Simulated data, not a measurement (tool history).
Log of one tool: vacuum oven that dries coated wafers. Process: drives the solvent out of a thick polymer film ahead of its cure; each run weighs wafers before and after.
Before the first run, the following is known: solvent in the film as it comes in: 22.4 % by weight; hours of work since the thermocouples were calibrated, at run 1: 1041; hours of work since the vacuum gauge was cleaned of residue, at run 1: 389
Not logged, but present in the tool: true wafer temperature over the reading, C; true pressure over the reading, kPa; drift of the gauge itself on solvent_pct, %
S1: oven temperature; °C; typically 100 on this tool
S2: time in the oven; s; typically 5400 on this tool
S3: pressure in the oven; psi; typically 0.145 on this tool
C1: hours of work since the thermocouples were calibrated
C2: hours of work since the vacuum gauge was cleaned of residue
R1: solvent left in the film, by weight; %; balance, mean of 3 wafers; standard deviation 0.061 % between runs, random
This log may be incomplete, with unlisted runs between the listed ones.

run	hour	S1	S2	S3	C1	C2	R1
1	0.0	100	5400	0.145	1041	389	3.13
2	30.1	100	5400	0.145	1062	409	3.27
3	51.0	100	5400	0.145	1076	424	3.17
4	80.9	100	5400	0.145	1097	445	3.11
5	105.3	100	5400	0.145	1114	461	3.24
6	132.3	100	5400	0.145	1132	480	3.13
7	145.9	100	5400	0.145	1142	489	3.27
8	175.1	101	5400	0.145	1162	509	2.81
9	187.8	101	5400	0.145	1171	518	2.91
10	208.6	100	7980	0.145	1185	533	1.75
11	235.5	100	7980	0.145	1204	551	1.78
12	252.5	100	7980	0.145	1215	563	1.79
13	267.8	109	5400	0.145	1226	573	1.23
14	296.7	100	5400	0.122	1246	593	2.99
15	317.9	100	3180	0.145	1261	608	6.07
16	346.3	100	3180	0.145	1280	628	6.17
17	366.7	100	3120	0.145	1294	642	6.30
18	396.1	100	3120	0.145	1314	662	6.26
19	410.6	100	5400	0.165	1324	672	3.29
# hour 415.3: oven's thermocouples calibrated
20	434.4	100	5400	0.165	13	687	3.10
21	463.9	100	5400	0.165	34	707	3.15
22	482.7	92	5880	0.123	47	720	5.21
23	513.1	92	5880	0.123	68	741	5.42
24	534.2	92	5760	0.189	82	756	5.97
25	564.9	103	5760	0.377	103	777	3.10
# hour 576.5: oven's thermocouples calibrated, once more
26	581.2	103	5760	0.377	3	787	3.66
27	609.1	100	3420	0.145	22	806	5.99
28	629.2	100	3420	0.145	36	820	6.10
29	660.3	95	4320	0.152	58	842	6.93
30	688.6	95	4320	0.152	77	861	6.78
31	702.3	100	2880	0.386	87	870	8.27
32	717.5	106	5400	0.145	97	881	1.90
33	747.3	97	5400	0.145	118	902	4.57
34	772.0	97	5400	0.145	135	919	4.60
35	797.7	112	7740	0.216	153	936	1.04
36	818.8	99	5400	0.373	167	951	4.96
37	843.1	99	5400	0.373	184	968	5.04
38	857.8	110	7260	0.165	194	978	0.96
39	877.6	110	7260	0.165	208	991	0.82
40	890.1	108	5400	0.238	216	1000	1.79
41	904.4	94	6540	0.236	226	1010	5.33

Had the tool no unlogged condition, and each run kept its random variation, what would the results have been?
run	R1
1	3.47
2	3.62
3	3.52
4	3.46
5	3.61
6	3.50
7	3.65
8	3.16
9	3.27
10	1.97
11	2.00
12	2.02
13	1.38
14	3.38
15	6.60
16	6.73
17	6.85
18	6.82
19	3.71
20	3.66
21	3.73
22	5.96
23	6.19
24	6.76
25	3.56
26	3.69
27	6.08
28	6.20
29	7.02
30	6.89
31	8.39
32	1.93
33	4.67
34	4.70
35	1.00
36	5.07
37	5.15
38	0.92
39	0.79
40	1.82
41	5.45
